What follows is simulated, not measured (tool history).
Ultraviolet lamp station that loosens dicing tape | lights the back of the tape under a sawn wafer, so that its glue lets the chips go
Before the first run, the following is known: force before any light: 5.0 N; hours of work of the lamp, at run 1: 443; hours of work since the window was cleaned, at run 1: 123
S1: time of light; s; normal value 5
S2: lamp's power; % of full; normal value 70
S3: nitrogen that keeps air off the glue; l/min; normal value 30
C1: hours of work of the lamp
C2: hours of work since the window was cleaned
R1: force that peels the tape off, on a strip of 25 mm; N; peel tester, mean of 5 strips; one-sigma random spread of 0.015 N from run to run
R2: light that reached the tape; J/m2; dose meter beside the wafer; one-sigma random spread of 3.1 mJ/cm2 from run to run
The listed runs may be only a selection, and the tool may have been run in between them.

run	hour	S1	S2	S3	C1	C2	R1	R2
1	0.0	5	70	30	443	123	0.906	4030
2	22.9	5	70	30	457	137	0.916	3960
3	51.8	5	66	30	475	155	1.042	3770
4	74.8	5	66	30	489	169	1.034	3670
5	100.6	5	81	30	505	184	0.770	4600
6	120.3	5	96	30	517	196	0.565	5290
7	150.3	5	96	30	535	215	0.557	5260
8	191.4	5	70	30	560	240	0.962	3830
9	232.5	5	70	10	585	265	1.769	3760
10	264.5	5	70	10	605	284	1.785	3750
11	304.1	5	70	10	629	308	1.788	3680
12	337.6	5	70	10	649	329	1.803	3680
13	362.1	5	70	10	664	344	1.822	3640
14	400.4	3	70	30	687	367	2.007	2090
15	436.7	4	70	30	710	389	1.451	2840
16	466.2	4	70	30	728	407	1.484	2800
# hour 470.4: window cleaned of glue's vapour
17	486.0	4	70	30	739	9	1.552	2780
18	506.1	4	70	30	752	22	1.508	2760
19	535.3	4	69	30	769	40	1.617	2710
20	568.5	4	69	30	790	60	1.570	2690
21	597.2	5	70	30	807	77	1.204	3350
22	628.9	2	93	30	827	97	2.318	1750
# hour 659.1: window cleaned of glue's vapour, once more
23	661.3	5	93	11	846	1	1.263	4730
24	690.6	5	93	11	864	19	1.292	4670
25	707.5	3	93	11	874	30	2.209	2840
26	738.9	4	82	20	893	49	1.527	3260
27	778.8	10	70	15	918	73	0.586	6860
28	809.6	7	86	22	936	92	0.579	5840
29	839.3	9	70	30	955	110	0.417	6070
30	860.6	9	70	30	968	123	0.424	6060
31	900.5	3	67	30	992	147	2.201	1890
# hour 924.1: lamp changed
32	924.1	3	67	30	0	161	1.632	2600
33	946.0	3	67	30	13	174	1.560	2580
34	986.4	2	70	30	38	199	2.322	1790
35	1016.5	5	60	29	56	217	1.000	3770
36	1040.2	5	84	12	71	232	1.014	5310
37	1067.6	3	70	17	88	249	2.020	2640
38	1093.0	3	70	17	103	264	2.001	2610
39	1110.2	3	70	17	114	275	2.025	2550
40	1146.3	3	70	17	136	297	1.977	2590
41	1163.6	9	87	36	146	307	0.152	9480
42	1191.0	3	83	30	163	324	1.389	3030

Measured minus without-hidden-state, run by run (identical run-to-run variation in each term; gauge scatter may differ):
What the log doesn't record here: lamp's light, % of a new lamp's; light that the window lets through, % of a clean one's; drift of the gauge itself on peel_n, %; drift of the gauge itself on dose_mj_cm2, %.
run	R1	R2
1	+0.208	-680
2	+0.217	-700
3	+0.248	-690
4	+0.252	-710
5	+0.220	-910
6	+0.173	-1100
7	+0.178	-1140
8	+0.279	-870
9	+0.392	-920
10	+0.406	-960
11	+0.423	-1000
12	+0.441	-1030
13	+0.454	-1050
14	+0.485	-650
15	+0.448	-890
16	+0.470	-930
17	+0.513	-980
18	+0.508	-990
19	+0.544	-1010
20	+0.548	-1050
21	+0.495	-1340
22	+0.622	-730
23	+0.418	-1490
24	+0.443	-1530
25	+0.520	-930
26	+0.498	-1120
27	+0.260	-2480
28	+0.270	-2180
29	+0.198	-2350
30	+0.199	-2400
31	+0.626	-790
32	+0.059	-90
33	+0.065	-100
34	+0.088	-90
35	+0.084	-220
36	+0.093	-340
37	+0.127	-190
38	+0.138	-210
39	+0.146	-220
40	+0.159	-240
41	+0.017	-950
42	+0.173	-330
